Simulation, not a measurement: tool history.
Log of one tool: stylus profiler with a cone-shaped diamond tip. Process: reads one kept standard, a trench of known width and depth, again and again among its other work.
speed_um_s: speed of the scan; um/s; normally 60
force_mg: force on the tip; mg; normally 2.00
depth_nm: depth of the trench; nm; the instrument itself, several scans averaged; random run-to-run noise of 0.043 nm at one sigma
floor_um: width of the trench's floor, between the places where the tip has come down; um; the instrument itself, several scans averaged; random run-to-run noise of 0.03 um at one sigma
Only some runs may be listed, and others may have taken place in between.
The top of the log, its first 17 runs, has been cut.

Run 18, hour 647.7: usual settings but force_mg 1.48 mg. Result: depth_nm 100.63 nm, floor_um 47.48 um.
Run 19, hour 694.8: usual settings but force_mg 1.48 mg. Result: depth_nm 100.64 nm, floor_um 47.52 um.
Run 20, hour 743.0: usual settings but force_mg 1.48 mg. Result: depth_nm 100.63 nm, floor_um 47.48 um.
Run 21, hour 782.0: usual settings. Result: depth_nm 100.83 nm, floor_um 47.55 um.
Run 22, hour 810.2: usual settings but speed_um_s 17 um/s. Result: depth_nm 100.73 nm, floor_um 47.93 um.
Run 23, hour 856.1: usual settings but speed_um_s 17 um/s. Result: depth_nm 100.74 nm, floor_um 47.88 um.
Run 24, hour 886.8: usual settings but speed_um_s 17 um/s. Result: depth_nm 100.71 nm, floor_um 47.90 um.
Run 25, hour 914.9: usual settings but speed_um_s 148 um/s, force_mg 5.37 mg. Result: depth_nm 101.44 nm, floor_um 47.31 um.
Run 26, hour 944.2: usual settings but speed_um_s 75 um/s, force_mg 5.32 mg. Result: depth_nm 101.51 nm, floor_um 47.67 um.
Run 27, hour 981.1: usual settings but speed_um_s 75 um/s, force_mg 5.32 mg. Result: depth_nm 101.48 nm, floor_um 47.72 um.
Run 28, hour 1005.0: usual settings but speed_um_s 53 um/s, force_mg 0.87 mg. Result: depth_nm 100.48 nm, floor_um 47.45 um.
Run 29, hour 1030.1: usual settings but speed_um_s 24 um/s, force_mg 0.70 mg. Result: depth_nm 100.36 nm, floor_um 47.74 um.
Run 30, hour 1057.7: usual settings but speed_um_s 219 um/s, force_mg 1.17 mg. Result: depth_nm 100.53 nm, floor_um 45.89 um.
Run 31, hour 1105.8: usual settings but speed_um_s 195 um/s, force_mg 4.02 mg. Result: depth_nm 101.31 nm, floor_um 47.05 um.
Run 32, hour 1140.9: usual settings but speed_um_s 153 um/s, force_mg 1.77 mg. Result: depth_nm 100.69 nm, floor_um 46.83 um.
Run 33, hour 1180.5: usual settings but speed_um_s 153 um/s, force_mg 1.77 mg. Result: depth_nm 100.72 nm, floor_um 46.83 um.
Run 34, hour 1204.2: usual settings but speed_um_s 153 um/s, force_mg 1.77 mg. Result: depth_nm 100.66 nm, floor_um 46.83 um.
Run 35, hour 1241.0: usual settings but force_mg 1.09 mg. Result: depth_nm 100.48 nm, floor_um 47.41 um.
Run 36, hour 1289.6: usual settings but force_mg 1.09 mg. Result: depth_nm 100.52 nm, floor_um 47.43 um.
Run 37, hour 1342.9: usual settings but speed_um_s 107 um/s, force_mg 2.16 mg. Result: depth_nm 100.82 nm, floor_um 47.28 um.
Run 38, hour 1384.4: usual settings but speed_um_s 115 um/s, force_mg 1.91 mg. Result: depth_nm 100.75 nm, floor_um 47.13 um.
Run 39, hour 1423.5: usual settings but speed_um_s 115 um/s, force_mg 5.40 mg. Result: depth_nm 101.49 nm, floor_um 47.53 um.

Run 40 is up next; what results do you expect?
Run 40, hour 1474.7: usual settings but speed_um_s 115 um/s, force_mg 5.40 mg. Result: depth_nm ?, floor_um ?.

Logged for run 40: depth_nm 101.48 nm, floor_um 47.50 um.
Were there no unlogged condition in the tool, this run, its random variation unchanged, would have produced depth_nm 101.48 nm, floor_um 47.51 um.
